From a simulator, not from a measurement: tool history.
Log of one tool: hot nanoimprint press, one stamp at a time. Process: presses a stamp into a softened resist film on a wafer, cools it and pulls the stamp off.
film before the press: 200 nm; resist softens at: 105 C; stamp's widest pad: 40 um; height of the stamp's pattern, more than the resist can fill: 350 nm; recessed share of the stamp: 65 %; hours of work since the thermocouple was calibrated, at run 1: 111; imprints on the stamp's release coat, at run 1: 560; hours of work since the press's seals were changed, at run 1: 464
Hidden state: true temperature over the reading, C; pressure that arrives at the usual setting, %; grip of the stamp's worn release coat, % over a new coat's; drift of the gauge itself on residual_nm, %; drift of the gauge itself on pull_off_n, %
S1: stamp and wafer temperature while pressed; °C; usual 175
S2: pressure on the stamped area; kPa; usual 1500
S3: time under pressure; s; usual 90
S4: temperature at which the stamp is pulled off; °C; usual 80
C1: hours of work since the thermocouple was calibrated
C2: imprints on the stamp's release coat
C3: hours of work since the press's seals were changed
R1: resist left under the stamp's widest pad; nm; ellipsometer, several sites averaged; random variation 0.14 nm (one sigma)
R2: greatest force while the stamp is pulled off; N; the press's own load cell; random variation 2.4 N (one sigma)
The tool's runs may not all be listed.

run    hour   S1    S2   S3  S4   C1   C2    C3     R1   R2
  1     0.0  175  1500   90  80  111  560   464  111.8  177
  2    40.1  175  1500   47  80  138  694   491  132.8  174
       55.3  -- stamp cleaned and given a new release coat
  3    98.0  175  1500   47  80  172  143   525  132.7  174
  4   133.8  175  1500   47  80  196  263   549  132.9  169
  5   175.3  175  1500   47  80  223  402   577  132.7  172
  6   220.0  175  1500   47  80  253  551   606  132.6  175
      235.3  -- plate thermocouple calibrated
      280.5  -- stamp cleaned and given a new release coat
  7   299.6  175  1500   47  80   39   64   653  132.7  171
  8   355.9  175  1500   47  80   76  252   690  132.5  174
  9   415.1  175  1500   90  85  115  450   730  111.3  152
 10   446.4  175  1500   90  85  136  555   750  111.4  151
      503.7  -- stamp cleaned and given a new release coat
 11   522.0  175  1500   90  85  182   62   797  111.2  149
 12   574.0  175  1500   90  85  217  236   831  111.2  150
 13   603.9  175  1500   51  85  237  336   851  129.7  151
 14   633.0  176  1500   90  80  256  433   870  108.1  171
      647.5  -- plate thermocouple calibrated
 15   701.9  165  1500  116  80   36  654   914  138.9  174
      726.0  -- stamp cleaned and given a new release coat
 16   746.0  165  1500  116  80   61   67   939  139.0  173
 17   785.3  164  1060  157  80   87  199   965  152.0  173
 18   833.8  172  1310   84  81  120  361   997  131.3  170
 19   905.7  172  1310   84  81  167  601  1045  130.9  168
      948.0  -- stamp cleaned and given a new release coat
 20   963.6  172  1310   84  81  202   52  1080  131.3  166
      990.5  -- press's hydraulic seals changed and the load cell set to zero
 21  1035.3  175  1500   49  80  244  265    30  130.7  170
     1064.6  -- plate thermocouple calibrated
 22  1084.2  183  1500   90  80   13  419    60   87.9  171
 23  1132.3  183  1500   90  80   45  580    92   87.6  172
 24  1165.2  175  1090   90  80   67  690   114  129.4  171
     1178.6  -- stamp cleaned and given a new release coat
 25  1211.5  175  1090   90  80   93  109   141  129.0  174
 26  1278.9  164  1290   86  65  138  335   185  158.6  234
 27  1336.0  168  1290   86  65  176  526   223  145.4  234
 28  1390.5  168  1290   86  65  212  709   259  145.0  233

3 ways to go on from here, each from the tool as it stands after run 28. What would each give?
     1400.2  -- stamp cleaned and given a new release coat
  A  1463.7  168  1290  82  65  257  212  304   ?   ?
     1400.2  -- stamp cleaned and given a new release coat
  B  1463.7  174  1720  63  80  257  212  304   ?   ?
     1400.2  -- stamp cleaned and given a new release coat
  C  1463.7  180  1180  86  65  257  212  304   ?   ?

run     R1   R2
  A  146.4  230
  B  117.3  174
  C  110.2  238
Without the tool's hidden state the same runs would have given:
run     R1   R2
  A  147.7  229
  B  118.4  174
  C  111.2  237
